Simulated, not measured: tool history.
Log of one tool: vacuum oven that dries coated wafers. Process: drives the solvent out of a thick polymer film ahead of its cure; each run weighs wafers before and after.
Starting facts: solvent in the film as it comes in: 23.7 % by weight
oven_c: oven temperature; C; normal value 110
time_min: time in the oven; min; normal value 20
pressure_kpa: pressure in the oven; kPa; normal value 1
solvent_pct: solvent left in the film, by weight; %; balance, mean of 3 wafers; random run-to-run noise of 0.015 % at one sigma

| run | day | oven_c | time_min | pressure_kpa | solvent_pct |
|---|---|---|---|---|---|
| 1 | 0 | 110 | 20 | 1 | 4.84 |
| 2 | 0.396 | 110 | 20 | 1 | 4.86 |
| 3 | 0.921 | 110 | 20 | 1 | 4.84 |
| 4 | 1.388 | 110 | 20 | 1 | 4.86 |
| 5 | 2.058 | 110 | 20 | 1 | 4.87 |
| 6 | 2.55 | 110 | 20 | 1.56 | 5.19 |
| 7 | 3 | 110 | 24 | 1 | 3.81 |
| 8 | 3.5 | 110 | 24 | 1 | 3.79 |
| 9 | 3.996 | 110 | 24 | 1 | 3.78 |
| 10 | 4.442 | 110 | 20 | 1 | 4.84 |
| 11 | 4.829 | 104 | 17 | 0.85 | 7.34 |
| 12 | 5.362 | 116 | 36 | 0.89 | 1.22 |
| 13 | 6.088 | 110 | 20 | 3.76 | 6.46 |
| 14 | 6.512 | 110 | 20 | 3.84 | 6.54 |
| 15 | 7.071 | 110 | 20 | 3.84 | 6.56 |
| 16 | 7.708 | 110 | 20 | 3.84 | 6.55 |
| 17 | 8.529 | 110 | 20 | 3.84 | 6.55 |
| 18 | 9.346 | 97 | 20 | 1.33 | 8.54 |
| 19 | 10.208 | 115 | 20 | 1.33 | 3.95 |
| 20 | 10.654 | 99 | 11 | 1.57 | 11.97 |

Branching from run 20: 3 alternative next runs. What would each branch give?
| A | 11.246 | 110 | 13 | 2.19 | ? |
| B | 11.246 | 112 | 11 | 0.53 | ? |
| C | 11.246 | 108 | 16 | 1.18 | ? |

| run | solvent_pct |
|---|---|
| A | 8.33 |
| B | 8.17 |
| C | 6.95 |
The same runs, with their run-to-run variation unchanged, on a tool lacking any hidden condition would have given:
| run | solvent_pct |
|---|---|
| A | 8.09 |
| B | 7.95 |
| C | 6.71 |

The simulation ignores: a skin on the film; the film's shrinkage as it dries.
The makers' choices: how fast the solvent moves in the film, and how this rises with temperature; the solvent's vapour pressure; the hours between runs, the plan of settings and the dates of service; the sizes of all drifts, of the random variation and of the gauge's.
